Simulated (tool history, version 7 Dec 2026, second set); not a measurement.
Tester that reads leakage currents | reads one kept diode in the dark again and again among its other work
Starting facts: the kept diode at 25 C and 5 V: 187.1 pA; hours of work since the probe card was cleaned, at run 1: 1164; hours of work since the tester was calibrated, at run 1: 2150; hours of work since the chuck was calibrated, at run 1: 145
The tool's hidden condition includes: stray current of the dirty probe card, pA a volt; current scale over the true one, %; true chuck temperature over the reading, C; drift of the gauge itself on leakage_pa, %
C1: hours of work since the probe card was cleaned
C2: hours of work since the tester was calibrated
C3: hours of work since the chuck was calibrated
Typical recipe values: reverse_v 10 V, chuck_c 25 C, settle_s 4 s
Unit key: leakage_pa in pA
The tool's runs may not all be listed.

Run 1, hour 0: usual settings; C1 1164; C2 2150; C3 145. Result: leakage_pa 297.25 pA.
Run 2, hour 105.3: usual settings but settle_s 7.14 s; C1 1209; C2 2195; C3 190. Result: leakage_pa 299.64 pA.
Run 3, hour 185.3: usual settings but settle_s 7.14 s; C1 1243; C2 2230; C3 224. Result: leakage_pa 300.59 pA.
Run 4, hour 302.6: usual settings but settle_s 7.14 s; C1 1294; C2 2280; C3 274. Result: leakage_pa 299.49 pA.
Run 5, hour 394.2: usual settings but settle_s 7.14 s; C1 1333; C2 2319; C3 314. Result: leakage_pa 302.02 pA.
Run 6, hour 458.6: usual settings but settle_s 7.14 s; C1 1361; C2 2347; C3 341. Result: leakage_pa 301.56 pA.
Run 7, hour 574.4: usual settings but settle_s 2.88 s; C1 1410; C2 2397; C3 391. Result: leakage_pa 305.83 pA.
At hour 638.5: probe card cleaned and baked.
Run 8, hour 720.5: usual settings but settle_s 2.88 s; C1 35; C2 2458; C3 452. Result: leakage_pa 288.54 pA.
Run 9, hour 828.3: usual settings but settle_s 7.37 s; C1 81; C2 2504; C3 499. Result: leakage_pa 289.35 pA.
Run 10, hour 927.4: usual settings but reverse_v 5.1 V, settle_s 7.37 s; C1 124; C2 2547; C3 541. Result: leakage_pa 195.69 pA.
Run 11, hour 1010.9: usual settings but reverse_v 5.1 V, settle_s 7.37 s; C1 160; C2 2583; C3 577. Result: leakage_pa 195.53 pA.
Run 12, hour 1150.6: usual settings but reverse_v 2.7 V, chuck_c 27 C; C1 220; C2 2643; C3 637. Result: leakage_pa 156.46 pA.
Run 13, hour 1298.3: usual settings but reverse_v 2.4 V, chuck_c 40 C; C1 283; C2 2706; C3 700. Result: leakage_pa 358.04 pA.
Run 14, hour 1413.2: usual settings but reverse_v 2.4 V, chuck_c 53 C; C1 332; C2 2755; C3 750. Result: leakage_pa 816.13 pA.
At hour 1422: chuck's temperature calibrated.
Run 15, hour 1545.8: usual settings but reverse_v 7.9 V, chuck_c 21 C; C1 388; C2 2811; C3 53. Result: leakage_pa 194.85 pA.
Run 16, hour 1678.6: usual settings but reverse_v 16.3 V, chuck_c 46 C, settle_s 0.43 s; C1 445; C2 2868; C3 110. Result: leakage_pa 1659.87 pA.
Run 17, hour 1818: usual settings but reverse_v 16.3 V, chuck_c 46 C, settle_s 0.43 s; C1 505; C2 2928; C3 170. Result: leakage_pa 1669.18 pA.
Run 18, hour 1886.8: usual settings but reverse_v 16.4 V, chuck_c 43 C; C1 535; C2 2958; C3 199. Result: leakage_pa 1362.43 pA.
At hour 1960.6: chuck's temperature calibrated, once more.
Run 19, hour 2022.2: usual settings but reverse_v 1.8 V, chuck_c 41 C, settle_s 0.88 s; C1 592; C2 3015; C3 26. Result: leakage_pa 314.33 pA.
Run 20, hour 2088.6: usual settings but reverse_v 8.7 V, chuck_c 20 C, settle_s 6.44 s; C1 621; C2 3043; C3 55. Result: leakage_pa 184.42 pA.

4 options for the next run, each taken on its own from the tool as it stands now. Forecast them:
Run A, hour 2218.3: usual settings but chuck_c 45 C, settle_s 0.32 s; C1 676; C2 3099; C3 111. Result: leakage_pa ?.
Run B, hour 2218.3: usual settings but reverse_v 11.4 V, chuck_c 45 C; C1 676; C2 3099; C3 111. Result: leakage_pa ?.
Run C, hour 2218.3: usual settings but reverse_v 8.7 V, chuck_c 33 C, settle_s 1.09 s; C1 676; C2 3099; C3 111. Result: leakage_pa ?.
Run D, hour 2218.3: usual settings but reverse_v 12.8 V, chuck_c 33 C, settle_s 0.73 s; C1 676; C2 3099; C3 111. Result: leakage_pa ?.

run  leakage_pa
  A     1130.75
  B     1206.83
  C      467.23
  D      590.61
Had the tool no hidden state, the same runs would have come out as:
run  leakage_pa
  A     1122.48
  B     1197.38
  C      459.92
  D      579.89

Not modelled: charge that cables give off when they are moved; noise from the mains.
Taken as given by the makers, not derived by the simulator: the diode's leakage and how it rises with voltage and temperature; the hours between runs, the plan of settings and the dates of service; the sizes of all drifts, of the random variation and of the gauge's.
